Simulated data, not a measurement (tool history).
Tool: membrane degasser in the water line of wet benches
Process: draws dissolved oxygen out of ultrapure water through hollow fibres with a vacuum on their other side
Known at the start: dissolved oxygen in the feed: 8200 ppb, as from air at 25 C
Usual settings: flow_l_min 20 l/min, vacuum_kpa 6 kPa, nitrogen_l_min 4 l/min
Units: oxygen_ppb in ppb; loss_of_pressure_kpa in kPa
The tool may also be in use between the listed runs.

Run 1, hour 0: usual settings. Result: oxygen_ppb 39.4 ppb, loss_of_pressure_kpa 34.67 kPa.
Run 2, hour 77: usual settings. Result: oxygen_ppb 40.2 ppb, loss_of_pressure_kpa 35.01 kPa.
Run 3, hour 150.8: usual settings. Result: oxygen_ppb 39.3 ppb, loss_of_pressure_kpa 34.79 kPa.
Run 4, hour 210.5: usual settings. Result: oxygen_ppb 39 ppb, loss_of_pressure_kpa 34.57 kPa.
Run 5, hour 267.7: usual settings. Result: oxygen_ppb 38.9 ppb, loss_of_pressure_kpa 35.41 kPa.
Run 6, hour 364.1: usual settings. Result: oxygen_ppb 38.4 ppb, loss_of_pressure_kpa 35.06 kPa.
Run 7, hour 428: usual settings but vacuum_kpa 13.53 kPa. Result: oxygen_ppb 129.4 ppb, loss_of_pressure_kpa 34.97 kPa.
Run 8, hour 517.2: usual settings but nitrogen_l_min 1.97 l/min. Result: oxygen_ppb 74.7 ppb, loss_of_pressure_kpa 34.75 kPa.
Run 9, hour 620.3: usual settings but vacuum_kpa 13.49 kPa, nitrogen_l_min 1.97 l/min. Result: oxygen_ppb 250 ppb, loss_of_pressure_kpa 34.9 kPa.
Run 10, hour 685.1: usual settings but vacuum_kpa 8.41 kPa. Result: oxygen_ppb 69.9 ppb, loss_of_pressure_kpa 35.19 kPa.
Run 11, hour 793.6: usual settings but vacuum_kpa 8.41 kPa, nitrogen_l_min 10.65 l/min. Result: oxygen_ppb 28.8 ppb, loss_of_pressure_kpa 35.09 kPa.
Run 12, hour 875.4: usual settings but vacuum_kpa 8.41 kPa, nitrogen_l_min 10.65 l/min. Result: oxygen_ppb 29.3 ppb, loss_of_pressure_kpa 35.11 kPa.
Run 13, hour 985.4: usual settings but nitrogen_l_min 8.4 l/min. Result: oxygen_ppb 21.2 ppb, loss_of_pressure_kpa 35.1 kPa.
Run 14, hour 1054.8: usual settings but vacuum_kpa 10.57 kPa. Result: oxygen_ppb 96.1 ppb, loss_of_pressure_kpa 35.09 kPa.
Run 15, hour 1153.9: usual settings but vacuum_kpa 10.57 kPa. Result: oxygen_ppb 94.3 ppb, loss_of_pressure_kpa 35.24 kPa.
Run 16, hour 1251.6: usual settings but vacuum_kpa 10.1 kPa. Result: oxygen_ppb 89.7 ppb, loss_of_pressure_kpa 35.09 kPa.
Run 17, hour 1329.8: usual settings but vacuum_kpa 10.1 kPa. Result: oxygen_ppb 89.2 ppb, loss_of_pressure_kpa 35.34 kPa.
Run 18, hour 1404.7: usual settings but vacuum_kpa 10.1 kPa. Result: oxygen_ppb 92.2 ppb, loss_of_pressure_kpa 35.27 kPa.
Run 19, hour 1518.5: usual settings but flow_l_min 27 l/min, vacuum_kpa 7.02 kPa, nitrogen_l_min 6.62 l/min. Result: oxygen_ppb 56.9 ppb, loss_of_pressure_kpa 47.23 kPa.
Run 20, hour 1595.3: usual settings but flow_l_min 27 l/min, vacuum_kpa 7.02 kPa, nitrogen_l_min 6.62 l/min. Result: oxygen_ppb 57.1 ppb, loss_of_pressure_kpa 47.55 kPa.
Run 21, hour 1696: usual settings but flow_l_min 15 l/min, vacuum_kpa 5.55 kPa, nitrogen_l_min 2.76 l/min. Result: oxygen_ppb 35 ppb, loss_of_pressure_kpa 26.15 kPa.
Run 22, hour 1752: usual settings but flow_l_min 15 l/min, vacuum_kpa 5.55 kPa, nitrogen_l_min 2.76 l/min. Result: oxygen_ppb 35.3 ppb, loss_of_pressure_kpa 26.49 kPa.
Run 23, hour 1858.9: usual settings but flow_l_min 12 l/min, vacuum_kpa 4.48 kPa, nitrogen_l_min 11.52 l/min. Result: oxygen_ppb 4.5 ppb, loss_of_pressure_kpa 20.97 kPa.
Run 24, hour 1925.1: usual settings but flow_l_min 19 l/min, vacuum_kpa 10.24 kPa, nitrogen_l_min 3.87 l/min. Result: oxygen_ppb 89.8 ppb, loss_of_pressure_kpa 33.42 kPa.
Run 25, hour 2000: usual settings but flow_l_min 23 l/min, vacuum_kpa 7.85 kPa, nitrogen_l_min 3.81 l/min. Result: oxygen_ppb 79.4 ppb, loss_of_pressure_kpa 40.42 kPa.
Run 26, hour 2085.7: usual settings but flow_l_min 23 l/min, vacuum_kpa 7.85 kPa, nitrogen_l_min 3.81 l/min. Result: oxygen_ppb 79 ppb, loss_of_pressure_kpa 40.16 kPa.
At hour 2092.7: vacuum gauge calibrated.
Run 27, hour 2178.1: usual settings but flow_l_min 23 l/min, vacuum_kpa 7.85 kPa, nitrogen_l_min 3.81 l/min. Result: oxygen_ppb 75 ppb, loss_of_pressure_kpa 40.63 kPa.
Run 28, hour 2286.4: usual settings but flow_l_min 17 l/min, nitrogen_l_min 2.45 l/min. Result: oxygen_ppb 48.1 ppb, loss_of_pressure_kpa 30.22 kPa.
Run 29, hour 2403.3: usual settings but flow_l_min 17 l/min, nitrogen_l_min 2.45 l/min. Result: oxygen_ppb 48.5 ppb, loss_of_pressure_kpa 30.47 kPa.
Run 30, hour 2504.8: usual settings but flow_l_min 17 l/min, nitrogen_l_min 2.45 l/min. Result: oxygen_ppb 48 ppb, loss_of_pressure_kpa 30.18 kPa.
Run 31, hour 2554.6: usual settings but flow_l_min 17 l/min, nitrogen_l_min 2.45 l/min. Result: oxygen_ppb 48.5 ppb, loss_of_pressure_kpa 29.86 kPa.

Forecast each of these 5 alternatives for the next run:
Run A, hour 2607.1: usual settings but flow_l_min 22 l/min. Result: oxygen_ppb ?, loss_of_pressure_kpa ?.
Run B, hour 2607.1: usual settings but flow_l_min 17 l/min, vacuum_kpa 10.84 kPa, nitrogen_l_min 2.92 l/min. Result: oxygen_ppb ?, loss_of_pressure_kpa ?.
Run C, hour 2607.1: usual settings but flow_l_min 14 l/min, vacuum_kpa 12.97 kPa, nitrogen_l_min 5.48 l/min. Result: oxygen_ppb ?, loss_of_pressure_kpa ?.
Run D, hour 2607.1: usual settings but flow_l_min 14 l/min, vacuum_kpa 10.36 kPa, nitrogen_l_min 2.44 l/min. Result: oxygen_ppb ?, loss_of_pressure_kpa ?.
Run E, hour 2607.1: usual settings but flow_l_min 17 l/min, vacuum_kpa 6.41 kPa, nitrogen_l_min 1.76 l/min. Result: oxygen_ppb ?, loss_of_pressure_kpa ?.

run  oxygen_ppb  loss_of_pressure_kpa
  A        43.7                 38.95
  B         111                 30.21
  C          63                  24.9
  D       101.5                 24.99
  E        75.8                 30.08
Without the tool's hidden state the same runs would have given:
run  oxygen_ppb  loss_of_pressure_kpa
  A        41.7                 37.82
  B       108.7                 29.34
  C        61.5                 24.17
  D        99.3                 24.27
  E        73.8                 29.21
